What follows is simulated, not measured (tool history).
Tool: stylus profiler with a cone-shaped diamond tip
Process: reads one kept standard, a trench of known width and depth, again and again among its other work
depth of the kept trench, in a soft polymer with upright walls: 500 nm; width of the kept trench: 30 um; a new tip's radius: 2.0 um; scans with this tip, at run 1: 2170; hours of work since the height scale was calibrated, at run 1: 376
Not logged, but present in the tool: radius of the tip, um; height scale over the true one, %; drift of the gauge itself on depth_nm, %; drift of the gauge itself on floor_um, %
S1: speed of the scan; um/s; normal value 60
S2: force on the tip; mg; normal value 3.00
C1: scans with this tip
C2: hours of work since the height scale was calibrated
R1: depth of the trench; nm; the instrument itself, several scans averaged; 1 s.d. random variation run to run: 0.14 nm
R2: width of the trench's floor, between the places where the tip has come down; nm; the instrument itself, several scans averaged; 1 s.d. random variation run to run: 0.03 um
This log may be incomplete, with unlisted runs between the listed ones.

run   hour   S1    S2    C1   C2      R1     R2
  1    0.0   60  3.00  2170  376  505.55  26860
  2   30.1   60  3.00  2278  395  505.04  26910
  3   56.5   60  3.00  2372  411  505.31  26850
  4   83.7   60  3.00  2469  428  505.11  26820
  5  116.1   60  3.00  2585  448  505.09  26840
  6  135.8  228  5.29  2656  461  507.50  26280
  7  160.6   80  1.78  2744  476  503.89  26560
  8  182.1   52  1.78  2821  489  503.90  26830
  9  214.2   52  1.78  2935  509  504.04  26770
 10  250.1   18  3.00  3063  531  505.26  27020

Consider 3 possible next runs. They are alternatives, not a sequence: every one starts from the tool as it was left by run 10. What does each give?
  A  282.2  72  1.12  3178  551   ?   ?
  B  282.2  60  2.36  3178  551   ?   ?
  C  282.2  60  2.70  3178  551   ?   ?

run      R1     R2
  A  502.97  26490
  B  504.60  26770
  C  505.02  26710
With the hidden condition removed and each run's random variation left untouched, the same runs would have given:
run      R1     R2
  A  502.39  26730
  B  504.02  27020
  C  504.44  26960
